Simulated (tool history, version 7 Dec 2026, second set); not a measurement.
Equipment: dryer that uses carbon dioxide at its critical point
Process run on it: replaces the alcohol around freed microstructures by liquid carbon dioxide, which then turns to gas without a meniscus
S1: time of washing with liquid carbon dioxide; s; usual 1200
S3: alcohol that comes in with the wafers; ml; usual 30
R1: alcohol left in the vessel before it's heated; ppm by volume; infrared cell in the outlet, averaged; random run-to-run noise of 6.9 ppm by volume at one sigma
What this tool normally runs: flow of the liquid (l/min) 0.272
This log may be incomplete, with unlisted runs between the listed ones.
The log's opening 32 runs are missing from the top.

Run 33, hour 474.2: usual settings but S1 1080 s, flow of the liquid (l/min) 0.174, S3 67 ml. Result: R1 7201 ppm by volume.
At hour 489.4: inlet filter changed.
Run 34, hour 493.2: usual settings but S1 1080 s, flow of the liquid (l/min) 0.174, S3 67 ml. Result: R1 4776 ppm by volume.
Run 35, hour 508.3: usual settings but S1 1080 s, flow of the liquid (l/min) 0.174, S3 67 ml. Result: R1 4889 ppm by volume.
Run 36, hour 517.6: usual settings but S1 1680 s, flow of the liquid (l/min) 0.189, S3 98 ml. Result: R1 1298 ppm by volume.
Run 37, hour 533.4: usual settings but S1 1020 s, flow of the liquid (l/min) 0.297, S3 104 ml. Result: R1 1821 ppm by volume.
Run 38, hour 548.2: usual settings but S1 1020 s, flow of the liquid (l/min) 0.297, S3 104 ml. Result: R1 1759 ppm by volume.
Run 39, hour 558.9: usual settings but flow of the liquid (l/min) 0.164, S3 100 ml. Result: R1 6522 ppm by volume.
Run 40, hour 571.9: usual settings but flow of the liquid (l/min) 0.459, S3 56 ml. Result: R1 185 ppm by volume.
Run 41, hour 583.4: usual settings but S1 720 s, flow of the liquid (l/min) 0.271. Result: R1 2247 ppm by volume.
Run 42, hour 604.4: usual settings but S3 21 ml. Result: R1 414 ppm by volume.
Run 43, hour 617.8: usual settings but S3 21 ml. Result: R1 420 ppm by volume.
Run 44, hour 631.3: usual settings but S1 960 s, flow of the liquid (l/min) 0.289, S3 82 ml. Result: R1 2174 ppm by volume.
Run 45, hour 651.5: usual settings but flow of the liquid (l/min) 0.442. Result: R1 192 ppm by volume.
Run 46, hour 662.2: usual settings but S1 1800 s, flow of the liquid (l/min) 0.413. Result: R1 174 ppm by volume.
Run 47, hour 674.8: usual settings but flow of the liquid (l/min) 0.247. Result: R1 779 ppm by volume.
Run 48, hour 691.6: usual settings but S1 960 s, flow of the liquid (l/min) 0.409, S3 22 ml. Result: R1 301 ppm by volume.

Alternative continuations, all from the tool just after run 48; predict every row:
Run A, hour 710.9: usual settings but S1 960 s, flow of the liquid (l/min) 0.168, S3 45 ml. Result: R1 ?.
Run B, hour 710.9: usual settings but S1 1260 s, flow of the liquid (l/min) 0.199, S3 31 ml. Result: R1 ?.
Run C, hour 710.9: usual settings but S1 840 s, flow of the liquid (l/min) 0.173. Result: R1 ?.

run    R1
  A  5556
  B  1340
  C  4604
With the hidden condition removed and each run's random variation left untouched, the same runs would have given:
run    R1
  A  4543
  B   904
  C  3805
